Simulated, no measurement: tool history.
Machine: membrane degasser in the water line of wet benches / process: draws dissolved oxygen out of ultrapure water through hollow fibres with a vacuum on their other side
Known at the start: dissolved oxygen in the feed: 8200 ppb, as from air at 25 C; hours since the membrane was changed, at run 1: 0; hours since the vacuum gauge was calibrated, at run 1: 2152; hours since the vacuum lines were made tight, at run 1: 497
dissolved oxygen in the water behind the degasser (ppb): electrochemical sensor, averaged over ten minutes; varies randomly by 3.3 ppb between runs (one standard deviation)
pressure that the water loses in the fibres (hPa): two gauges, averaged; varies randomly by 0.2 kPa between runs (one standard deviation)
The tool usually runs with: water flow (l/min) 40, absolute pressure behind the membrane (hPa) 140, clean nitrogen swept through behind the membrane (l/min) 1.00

run,hour,water flow (l/min),absolute pressure behind the membrane (hPa),clean nitrogen swept through behind the membrane (l/min),hours since the membrane was changed,hours since the vacuum gauge was calibrated,hours since the vacuum lines were made tight,dissolved oxygen in the water behind the degasser (ppb),pressure that the water loses in the fibres (hPa)
1,0.0,40,140,1.00,0,2152,497,825.1,449.7
2,170.2,40,126,1.00,170,2322,668,733.0,447.8
3,275.2,40,126,1.00,275,2427,773,726.0,450.1
4,513.3,40,126,1.00,513,2665,1011,726.8,446.1
5,676.5,40,126,1.00,677,2828,1174,728.3,447.2
6,799.5,48,126,1.00,799,2951,1297,842.5,534.1
7,1038.5,48,126,1.00,1038,3190,1536,834.6,537.6
8,1230.4,26,126,1.00,1230,3382,1728,508.6,291.4
9,1390.7,26,126,1.00,1391,3542,1888,504.7,289.1
10,1527.3,26,126,1.00,1527,3679,2025,504.6,290.5
11,1758.9,40,140,1.56,1759,3911,2256,583.6,446.3
12,1943.7,40,140,1.00,1944,4096,2441,823.6,451.5
13,2106.8,40,140,1.00,2107,4259,2604,818.9,444.6
14,2296.4,40,140,1.00,2296,4448,2794,812.5,446.4
15,2488.9,40,140,1.00,2489,4641,2986,816.7,447.0
16,2732.9,40,140,1.00,2733,4885,3230,815.4,449.3
# hour 2898.9: vacuum gauge calibrated
17,2940.6,40,140,1.00,2940,42,3438,821.7,450.8
18,3169.9,40,98,0.86,3169,271,3667,583.6,447.5
19,3328.2,40,98,0.86,3328,429,3825,581.5,446.1
20,3523.2,40,98,0.86,3523,624,4020,582.8,445.3
21,3629.6,40,98,2.43,3629,731,4126,268.1,451.5
# hour 3691.6: seals of the vacuum lines changed
22,3787.8,54,291,2.43,3785,887,96,1150.2,602.4
23,3918.9,54,291,2.10,3916,1018,227,1278.4,605.6
24,4114.0,54,291,2.10,4111,1213,422,1277.2,600.2
25,4308.0,54,291,1.87,4305,1407,616,1383.2,602.6
26,4428.3,54,291,1.87,4426,1527,737,1383.8,601.5
27,4577.6,54,291,1.87,4575,1677,886,1374.5,604.6
28,4758.3,28,192,2.23,4756,1857,1067,446.8,315.1
29,4865.7,54,192,1.13,4863,1965,1174,1307.7,609.3
30,5096.0,54,192,1.13,5093,2195,1404,1301.4,602.8
31,5338.3,36,252,0.60,5336,2437,1647,1919.9,406.2

Each row is a separate what-if for the run after 31, all from the same tool condition, not one after another. Results?
A,5510.6,36,252,0.92,5508,2610,1819,?,?
B,5510.6,32,252,0.46,5508,2610,1819,?,?
C,5510.6,33,140,1.00,5508,2610,1819,?,?
D,5510.6,40,252,1.24,5508,2610,1819,?,?

run,dissolved oxygen in the water behind the degasser (ppb),pressure that the water loses in the fibres (hPa)
A,1460.1,403.2
B,2126.1,359.8
C,689.9,366.5
D,1273.7,448.3
The same runs, with their run-to-run variation unchanged, on a tool lacking any hidden condition would have given:
run,dissolved oxygen in the water behind the degasser (ppb),pressure that the water loses in the fibres (hPa)
A,1494.3,402.4
B,2176.3,359.1
C,705.9,365.7
D,1303.5,447.4
